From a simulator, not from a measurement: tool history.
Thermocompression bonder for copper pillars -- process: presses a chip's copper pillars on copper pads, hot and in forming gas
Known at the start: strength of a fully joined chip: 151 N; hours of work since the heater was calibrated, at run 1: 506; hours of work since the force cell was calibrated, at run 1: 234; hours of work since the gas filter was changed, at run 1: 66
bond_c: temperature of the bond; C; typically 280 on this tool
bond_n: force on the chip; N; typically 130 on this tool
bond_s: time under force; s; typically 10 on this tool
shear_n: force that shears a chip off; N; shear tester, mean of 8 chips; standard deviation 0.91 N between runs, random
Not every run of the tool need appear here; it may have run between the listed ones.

run,hour,bond_c,bond_n,bond_s,hours of work since the heater was calibrated,hours of work since the force cell was calibrated,hours of work since the gas filter was changed,shear_n
1,0.0,280,130,10,506,234,66,69.2
2,50.4,280,183,10,527,255,87,88.5
3,88.6,289,130,10,543,271,103,76.8
4,142.0,280,120,10,565,293,125,63.8
# hour 164.9: forming gas filter changed
5,211.2,280,156,10,594,321,19,81.8
6,250.4,305,130,10,610,338,36,96.6
# hour 255.8: heater calibrated with a thermocouple chip
7,297.8,305,130,7,17,357,54,85.0
8,368.9,271,128,7,47,386,84,51.8
9,442.0,252,141,10,77,417,114,44.1
10,474.0,252,141,10,91,430,128,43.9
# hour 491.0: forming gas filter changed
11,533.8,280,188,23,115,455,18,111.6

Run 12 comes next. What will it give?
12,581.7,260,153,19,135,475,38,?

{"run 12": {"shear_n": 73.2}}
If the tool had no hidden condition, the same run with the same run-to-run variation would have returned shear_n 79.9 N.

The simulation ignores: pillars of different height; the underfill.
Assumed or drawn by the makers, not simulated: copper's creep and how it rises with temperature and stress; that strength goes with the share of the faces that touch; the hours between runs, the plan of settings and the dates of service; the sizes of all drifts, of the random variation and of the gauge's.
